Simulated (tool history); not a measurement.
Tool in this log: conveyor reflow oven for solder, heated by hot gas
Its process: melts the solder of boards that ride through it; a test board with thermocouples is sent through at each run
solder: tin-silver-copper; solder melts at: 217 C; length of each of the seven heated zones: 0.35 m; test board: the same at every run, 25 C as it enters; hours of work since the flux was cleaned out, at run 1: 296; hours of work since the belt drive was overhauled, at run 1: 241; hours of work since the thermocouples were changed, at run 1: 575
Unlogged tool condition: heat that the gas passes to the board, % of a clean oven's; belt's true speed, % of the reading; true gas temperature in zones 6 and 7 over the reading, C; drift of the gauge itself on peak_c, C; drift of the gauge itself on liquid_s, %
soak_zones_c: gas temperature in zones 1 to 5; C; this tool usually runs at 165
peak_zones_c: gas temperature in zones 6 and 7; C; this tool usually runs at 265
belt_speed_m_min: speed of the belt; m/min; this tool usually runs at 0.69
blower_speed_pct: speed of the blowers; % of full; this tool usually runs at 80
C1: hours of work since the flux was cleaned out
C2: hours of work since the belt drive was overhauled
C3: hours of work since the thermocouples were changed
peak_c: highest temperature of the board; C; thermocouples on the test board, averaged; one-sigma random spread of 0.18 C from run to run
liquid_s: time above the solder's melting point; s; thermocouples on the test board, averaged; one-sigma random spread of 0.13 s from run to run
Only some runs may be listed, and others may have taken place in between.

run 1 day=0 | soak_zones_c=165 peak_zones_c=265 belt_speed_m_min=0.69 blower_speed_pct=80 | C1=296 C2=241 C3=575 | peak_c=249.2 liquid_s=41.9
-- day=0.217 thermocouples of zones 6 and 7 changed
run 2 day=1.183 | soak_zones_c=165 peak_zones_c=265 belt_speed_m_min=0.69 blower_speed_pct=80 | C1=316 C2=260 C3=17 | peak_c=249.2 liquid_s=41.9
run 3 day=3.1 | soak_zones_c=165 peak_zones_c=265 belt_speed_m_min=0.69 blower_speed_pct=80 | C1=350 C2=294 C3=51 | peak_c=249.3 liquid_s=41.6
run 4 day=4.788 | soak_zones_c=165 peak_zones_c=265 belt_speed_m_min=0.69 blower_speed_pct=51 | C1=379 C2=324 C3=81 | peak_c=241.9 liquid_s=34.7
run 5 day=5.867 | soak_zones_c=165 peak_zones_c=265 belt_speed_m_min=0.69 blower_speed_pct=80 | C1=398 C2=343 C3=100 | peak_c=248.6 liquid_s=41.4
run 6 day=6.988 | soak_zones_c=165 peak_zones_c=255 belt_speed_m_min=0.69 blower_speed_pct=80 | C1=418 C2=362 C3=119 | peak_c=239.7 liquid_s=34.9
-- day=8.258 flux residue cleaned out of gas plates and filters
run 7 day=8.388 | soak_zones_c=165 peak_zones_c=263 belt_speed_m_min=0.69 blower_speed_pct=80 | C1=2 C2=383 C3=141 | peak_c=249.9 liquid_s=42.8
run 8 day=9.979 | soak_zones_c=165 peak_zones_c=263 belt_speed_m_min=0.69 blower_speed_pct=80 | C1=30 C2=411 C3=169 | peak_c=249.7 liquid_s=42.7
run 9 day=11.496 | soak_zones_c=165 peak_zones_c=257 belt_speed_m_min=0.69 blower_speed_pct=80 | C1=57 C2=438 C3=195 | peak_c=243.6 liquid_s=39.1
run 10 day=12.671 | soak_zones_c=165 peak_zones_c=257 belt_speed_m_min=0.69 blower_speed_pct=80 | C1=78 C2=459 C3=216 | peak_c=244.3 liquid_s=39.3
run 11 day=14.167 | soak_zones_c=165 peak_zones_c=265 belt_speed_m_min=0.69 blower_speed_pct=80 | C1=104 C2=485 C3=242 | peak_c=251 liquid_s=43.4
run 12 day=16.029 | soak_zones_c=165 peak_zones_c=265 belt_speed_m_min=0.69 blower_speed_pct=80 | C1=137 C2=518 C3=275 | peak_c=250.7 liquid_s=43.3
run 13 day=17.004 | soak_zones_c=165 peak_zones_c=265 belt_speed_m_min=0.69 blower_speed_pct=80 | C1=154 C2=535 C3=293 | peak_c=250.1 liquid_s=42.8
run 14 day=18.521 | soak_zones_c=165 peak_zones_c=265 belt_speed_m_min=0.69 blower_speed_pct=80 | C1=181 C2=562 C3=319 | peak_c=250.3 liquid_s=42.9
run 15 day=19.692 | soak_zones_c=165 peak_zones_c=265 belt_speed_m_min=0.69 blower_speed_pct=80 | C1=202 C2=583 C3=340 | peak_c=250 liquid_s=42.7
run 16 day=21.454 | soak_zones_c=164 peak_zones_c=265 belt_speed_m_min=0.665 blower_speed_pct=86 | C1=233 C2=614 C3=371 | peak_c=251.9 liquid_s=45.5
run 17 day=23.188 | soak_zones_c=164 peak_zones_c=265 belt_speed_m_min=0.69 blower_speed_pct=80 | C1=263 C2=645 C3=402 | peak_c=249.5 liquid_s=41.9
run 18 day=25 | soak_zones_c=176 peak_zones_c=265 belt_speed_m_min=0.665 blower_speed_pct=80 | C1=295 C2=677 C3=434 | peak_c=252.3 liquid_s=48.8
run 19 day=26.362 | soak_zones_c=176 peak_zones_c=265 belt_speed_m_min=0.665 blower_speed_pct=80 | C1=319 C2=701 C3=458 | peak_c=251.7 liquid_s=48.4
run 20 day=27.488 | soak_zones_c=176 peak_zones_c=265 belt_speed_m_min=0.665 blower_speed_pct=80 | C1=339 C2=720 C3=478 | peak_c=251.5 liquid_s=48.7
run 21 day=28.988 | soak_zones_c=176 peak_zones_c=265 belt_speed_m_min=0.665 blower_speed_pct=80 | C1=366 C2=747 C3=504 | peak_c=251.3 liquid_s=48.2
run 22 day=30.308 | soak_zones_c=165 peak_zones_c=265 belt_speed_m_min=0.671 blower_speed_pct=80 | C1=389 C2=770 C3=527 | peak_c=249.4 liquid_s=43.4
run 23 day=31.788 | soak_zones_c=165 peak_zones_c=265 belt_speed_m_min=0.671 blower_speed_pct=80 | C1=415 C2=796 C3=553 | peak_c=249.1 liquid_s=43.2
-- day=33.188 flux residue cleaned out of gas plates and filters
-- day=33.442 thermocouples of zones 6 and 7 changed
run 24 day=33.667 | soak_zones_c=165 peak_zones_c=276 belt_speed_m_min=0.686 blower_speed_pct=80 | C1=7 C2=824 C3=4 | peak_c=261.7 liquid_s=49.5
run 25 day=35.175 | soak_zones_c=165 peak_zones_c=276 belt_speed_m_min=0.686 blower_speed_pct=80 | C1=34 C2=851 C3=31 | peak_c=261.3 liquid_s=49.1
run 26 day=36.346 | soak_zones_c=165 peak_zones_c=276 belt_speed_m_min=0.604 blower_speed_pct=80 | C1=54 C2=872 C3=51 | peak_c=264.9 liquid_s=58.1
-- day=37.975 belt drive overhauled, speed set with a stopwatch
run 27 day=38.858 | soak_zones_c=176 peak_zones_c=269 belt_speed_m_min=0.636 blower_speed_pct=86 | C1=96 C2=16 C3=93 | peak_c=258.6 liquid_s=54.7
run 28 day=40.008 | soak_zones_c=176 peak_zones_c=269 belt_speed_m_min=0.636 blower_speed_pct=86 | C1=116 C2=36 C3=113 | peak_c=258.4 liquid_s=54.7
run 29 day=42.308 | soak_zones_c=176 peak_zones_c=257 belt_speed_m_min=0.556 blower_speed_pct=65 | C1=157 C2=76 C3=154 | peak_c=247.2 liquid_s=55.6
run 30 day=43.971 | soak_zones_c=176 peak_zones_c=257 belt_speed_m_min=0.556 blower_speed_pct=65 | C1=186 C2=106 C3=183 | peak_c=246.7 liquid_s=55.6

For each entry between runs, how does the tool's hidden state at the last listed run before it compare with that at the first listed run after it?
Run 1 -> run 2: thermocouples of zones 6 and 7 changed (day 0.217)
  heat that the gas passes to the board, % of a clean oven's: 91.6 -> 91; belt's true speed, % of the reading: 99.74 -> 99.72; true gas temperature in zones 6 and 7 over the reading, C: -0.52 -> -0.16
  measured value less the no-hidden-state value, peak_c: -2.5 -> -2.4 C; liquid_s: -1.9 -> -1.8 s
Run 6 -> run 7: flux residue cleaned out of gas plates and filters (day 8.258)
  heat that the gas passes to the board, % of a clean oven's: 88.2 -> 99.9; belt's true speed, % of the reading: 99.56 -> 99.53; true gas temperature in zones 6 and 7 over the reading, C: -0.29 -> -0.32
  measured value less the no-hidden-state value, peak_c: -3.1 -> -0.1 C; liquid_s: -3.2 -> +0.2 s
Run 23 -> run 24: flux residue cleaned out of gas plates and filters (day 33.188); thermocouples of zones 6 and 7 changed (day 33.442)
  heat that the gas passes to the board, % of a clean oven's: 87.7 -> 99.7; belt's true speed, % of the reading: 98.88 -> 98.83; true gas temperature in zones 6 and 7 over the reading, C: -0.83 -> -0.48
  measured value less the no-hidden-state value, peak_c: -3.6 -> -0.1 C; liquid_s: -2.3 -> +0.5 s
Run 26 -> run 27: belt drive overhauled, speed set with a stopwatch (day 37.975)
  heat that the gas passes to the board, % of a clean oven's: 98.3 -> 97.1; belt's true speed, % of the reading: 98.76 -> 100.13; true gas temperature in zones 6 and 7 over the reading, C: -0.54 -> -0.6
  measured value less the no-hidden-state value, peak_c: -0.6 -> -1.2 C; liquid_s: +0.5 -> -0.8 s

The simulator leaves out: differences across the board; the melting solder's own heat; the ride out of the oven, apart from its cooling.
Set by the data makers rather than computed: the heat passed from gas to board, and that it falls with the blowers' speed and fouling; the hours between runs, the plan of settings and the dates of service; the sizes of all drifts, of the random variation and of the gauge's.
